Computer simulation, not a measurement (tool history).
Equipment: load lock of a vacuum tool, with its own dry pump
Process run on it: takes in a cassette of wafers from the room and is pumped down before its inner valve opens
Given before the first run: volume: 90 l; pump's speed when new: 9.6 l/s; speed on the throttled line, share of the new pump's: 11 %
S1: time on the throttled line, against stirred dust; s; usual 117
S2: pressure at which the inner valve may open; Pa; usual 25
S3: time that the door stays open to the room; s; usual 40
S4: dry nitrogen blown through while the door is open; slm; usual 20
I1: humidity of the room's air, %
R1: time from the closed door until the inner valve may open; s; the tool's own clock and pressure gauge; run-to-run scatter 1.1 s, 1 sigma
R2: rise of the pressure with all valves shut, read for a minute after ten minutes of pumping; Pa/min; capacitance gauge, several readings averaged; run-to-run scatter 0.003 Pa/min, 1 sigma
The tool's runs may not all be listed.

{"run": 1, "day": 0.0, "S1": 117, "S2": 25, "S3": 40, "S4": 20, "I1": 46.9, "R1": 187.5, "R2": 0.091}
{"run": 2, "day": 20.929, "S1": 117, "S2": 25, "S3": 40, "S4": 20, "I1": 44.1, "R1": 188.7, "R2": 0.102}
{"run": 3, "day": 37.058, "S1": 117, "S2": 25, "S3": 51, "S4": 20, "I1": 47.3, "R1": 188.0, "R2": 0.118}
{"run": 4, "day": 58.179, "S1": 117, "S2": 25, "S3": 207, "S4": 20, "I1": 44.0, "R1": 186.2, "R2": 0.142}
{"run": 5, "day": 72.638, "S1": 198, "S2": 25, "S3": 40, "S4": 20, "I1": 47.1, "R1": 263.2, "R2": 0.153}
{"run": 6, "day": 93.583, "S1": 198, "S2": 25, "S3": 40, "S4": 20, "I1": 45.2, "R1": 260.9, "R2": 0.161}
{"run": 7, "day": 109.325, "S1": 90, "S2": 25, "S3": 40, "S4": 20, "I1": 45.7, "R1": 164.0, "R2": 0.171}
{"run": 8, "day": 125.658, "S1": 188, "S2": 25, "S3": 40, "S4": 20, "I1": 43.3, "R1": 250.8, "R2": 0.186}
{"run": 9, "day": 148.554, "S1": 188, "S2": 25, "S3": 40, "S4": 20, "I1": 41.7, "R1": 253.2, "R2": 0.21}
{"run": 10, "day": 167.246, "S1": 188, "S2": 25, "S3": 40, "S4": 20, "I1": 45.1, "R1": 254.2, "R2": 0.229}
{"run": 11, "day": 185.262, "S1": 188, "S2": 25, "S3": 40, "S4": 20, "I1": 45.4, "R1": 253.2, "R2": 0.243}
{"run": 12, "day": 202.3, "S1": 188, "S2": 25, "S3": 40, "S4": 20, "I1": 45.7, "R1": 250.5, "R2": 0.248}
{"run": 13, "day": 218.438, "S1": 188, "S2": 25, "S3": 40, "S4": 20, "I1": 43.3, "R1": 252.2, "R2": 0.269}
{"run": 14, "day": 237.221, "S1": 117, "S2": 25, "S3": 40, "S4": 20, "I1": 46.8, "R1": 192.7, "R2": 0.287}
{"day": 255.358, "done": "door's seal changed, seat wiped"}
{"run": 15, "day": 259.054, "S1": 117, "S2": 25, "S3": 40, "S4": 20, "I1": 46.6, "R1": 191.5, "R2": 0.01}
{"run": 16, "day": 276.317, "S1": 117, "S2": 25, "S3": 40, "S4": 20, "I1": 41.7, "R1": 192.5, "R2": 0.009}
{"run": 17, "day": 297.262, "S1": 66, "S2": 25, "S3": 91, "S4": 5, "I1": 47.1, "R1": 148.5, "R2": 0.031}
{"run": 18, "day": 310.425, "S1": 218, "S2": 25, "S3": 122, "S4": 5, "I1": 42.2, "R1": 282.4, "R2": 0.036}
{"run": 19, "day": 326.917, "S1": 218, "S2": 25, "S3": 122, "S4": 5, "I1": 45.7, "R1": 280.0, "R2": 0.041}
{"run": 20, "day": 345.146, "S1": 78, "S2": 37, "S3": 123, "S4": 20, "I1": 44.2, "R1": 157.4, "R2": 0.031}
{"run": 21, "day": 362.138, "S1": 187, "S2": 25, "S3": 40, "S4": 20, "I1": 45.8, "R1": 258.0, "R2": 0.044}
{"day": 367.712, "done": "dry pump taken out, an overhauled one fitted"}
{"run": 22, "day": 373.608, "S1": 187, "S2": 25, "S3": 40, "S4": 20, "I1": 46.9, "R1": 242.4, "R2": 0.045}
{"run": 23, "day": 388.521, "S1": 111, "S2": 27, "S3": 25, "S4": 20, "I1": 46.2, "R1": 175.4, "R2": 0.047}
{"run": 24, "day": 406.829, "S1": 132, "S2": 21, "S3": 25, "S4": 7, "I1": 45.3, "R1": 198.5, "R2": 0.068}
{"run": 25, "day": 429.75, "S1": 117, "S2": 25, "S3": 69, "S4": 35, "I1": 46.0, "R1": 184.8, "R2": 0.08}
{"run": 26, "day": 448.833, "S1": 117, "S2": 26, "S3": 110, "S4": 6, "I1": 45.1, "R1": 183.1, "R2": 0.095}
{"run": 27, "day": 469.608, "S1": 117, "S2": 25, "S3": 78, "S4": 20, "I1": 46.0, "R1": 182.7, "R2": 0.101}
{"run": 28, "day": 491.8, "S1": 117, "S2": 25, "S3": 40, "S4": 9, "I1": 43.5, "R1": 183.7, "R2": 0.117}
{"run": 29, "day": 503.95, "S1": 79, "S2": 18, "S3": 35, "S4": 36, "I1": 46.2, "R1": 156.1, "R2": 0.123}
{"run": 30, "day": 528.883, "S1": 225, "S2": 36, "S3": 134, "S4": 36, "I1": 44.1, "R1": 278.0, "R2": 0.142}
{"run": 31, "day": 541.121, "S1": 126, "S2": 33, "S3": 78, "S4": 6, "I1": 47.0, "R1": 191.7, "R2": 0.167}
{"run": 32, "day": 563.675, "S1": 99, "S2": 33, "S3": 30, "S4": 6, "I1": 44.2, "R1": 168.2, "R2": 0.177}

5 options for the next run, each taken on its own from the tool as it stands now. Forecast them:
{"run": "A", "day": 574.65, "S1": 117, "S2": 25, "S3": 40, "S4": 40, "I1": 42.1, "R1": "?", "R2": "?"}
{"run": "B", "day": 574.65, "S1": 117, "S2": 39, "S3": 64, "S4": 20, "I1": 46.1, "R1": "?", "R2": "?"}
{"run": "C", "day": 574.65, "S1": 99, "S2": 33, "S3": 30, "S4": 32, "I1": 45.8, "R1": "?", "R2": "?"}
{"run": "D", "day": 574.65, "S1": 117, "S2": 25, "S3": 40, "S4": 5, "I1": 43.1, "R1": "?", "R2": "?"}
{"run": "E", "day": 574.65, "S1": 99, "S2": 32, "S3": 30, "S4": 6, "I1": 44.3, "R1": "?", "R2": "?"}

run=A R1=186.1 R2=0.169
run=B R1=182.3 R2=0.182
run=C R1=166.2 R2=0.176
run=D R1=187.5 R2=0.179
run=E R1=167.2 R2=0.185
With the hidden condition removed and each run's random variation left untouched, the same runs would have given:
run=A R1=181.2 R2=0.000
run=B R1=177.8 R2=0.011
run=C R1=161.5 R2=0.007
run=D R1=182.5 R2=0.010
run=E R1=162.3 R2=0.015
